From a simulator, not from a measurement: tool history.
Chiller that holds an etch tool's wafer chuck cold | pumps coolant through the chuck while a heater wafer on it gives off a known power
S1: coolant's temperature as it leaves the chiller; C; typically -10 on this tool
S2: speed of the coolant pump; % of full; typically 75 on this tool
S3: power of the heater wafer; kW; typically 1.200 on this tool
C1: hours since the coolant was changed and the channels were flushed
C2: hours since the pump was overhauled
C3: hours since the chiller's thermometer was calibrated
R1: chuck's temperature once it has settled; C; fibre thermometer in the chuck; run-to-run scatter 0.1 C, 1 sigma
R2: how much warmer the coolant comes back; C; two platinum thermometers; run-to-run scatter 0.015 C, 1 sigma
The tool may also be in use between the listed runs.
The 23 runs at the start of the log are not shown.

{"run": 24, "day": 157.283, "S1": -7, "S2": 71, "S3": 1.2, "C1": 1584, "C2": 4973, "C3": 1604, "R1": 1.8, "R2": 4.56}
{"run": 25, "day": 165.158, "S1": -12, "S2": 75, "S3": 1.213, "C1": 1773, "C2": 5162, "C3": 1793, "R1": -3.6, "R2": 4.44}
{"run": 26, "day": 174.308, "S1": -10, "S2": 78, "S3": 1.07, "C1": 1993, "C2": 5382, "C3": 2013, "R1": -2.9, "R2": 3.82}
{"run": 27, "day": 183.933, "S1": -7, "S2": 78, "S3": 1.07, "C1": 2224, "C2": 5613, "C3": 2244, "R1": 0.2, "R2": 3.91}
{"run": 28, "day": 190.692, "S1": -16, "S2": 75, "S3": 0.867, "C1": 2386, "C2": 5775, "C3": 2406, "R1": -10.1, "R2": 3.4}
{"run": 29, "day": 200.296, "S1": -15, "S2": 75, "S3": 0.891, "C1": 2617, "C2": 6005, "C3": 2636, "R1": -8.8, "R2": 3.53}
{"run": 30, "day": 206.692, "S1": -10, "S2": 73, "S3": 1.043, "C1": 2770, "C2": 6159, "C3": 2790, "R1": -2.5, "R2": 4.17}
{"run": 31, "day": 212.017, "S1": -10, "S2": 73, "S3": 1.043, "C1": 2898, "C2": 6287, "C3": 2918, "R1": -2.7, "R2": 4.19}

Here are 4 independent what-if runs from the current tool condition. What would each one return?
{"run": "A", "day": 217.767, "S1": -6, "S2": 96, "S3": 0.834, "C1": 3036, "C2": 6425, "C3": 3055, "R1": "?", "R2": "?"}
{"run": "B", "day": 217.767, "S1": -18, "S2": 92, "S3": 1.349, "C1": 3036, "C2": 6425, "C3": 3055, "R1": "?", "R2": "?"}
{"run": "C", "day": 217.767, "S1": -8, "S2": 99, "S3": 1.54, "C1": 3036, "C2": 6425, "C3": 3055, "R1": "?", "R2": "?"}
{"run": "D", "day": 217.767, "S1": -9, "S2": 66, "S3": 1.043, "C1": 3036, "C2": 6425, "C3": 3055, "R1": "?", "R2": "?"}

run=A R1=-1.3 R2=2.80
run=B R1=-10.3 R2=4.25
run=C R1=0.4 R2=4.44
run=D R1=-0.7 R2=4.65
With the hidden condition removed and each run's random variation left untouched, the same runs would have given:
run=A R1=-1.3 R2=2.12
run=B R1=-10.3 R2=3.57
run=C R1=0.4 R2=3.76
run=D R1=-0.7 R2=3.97

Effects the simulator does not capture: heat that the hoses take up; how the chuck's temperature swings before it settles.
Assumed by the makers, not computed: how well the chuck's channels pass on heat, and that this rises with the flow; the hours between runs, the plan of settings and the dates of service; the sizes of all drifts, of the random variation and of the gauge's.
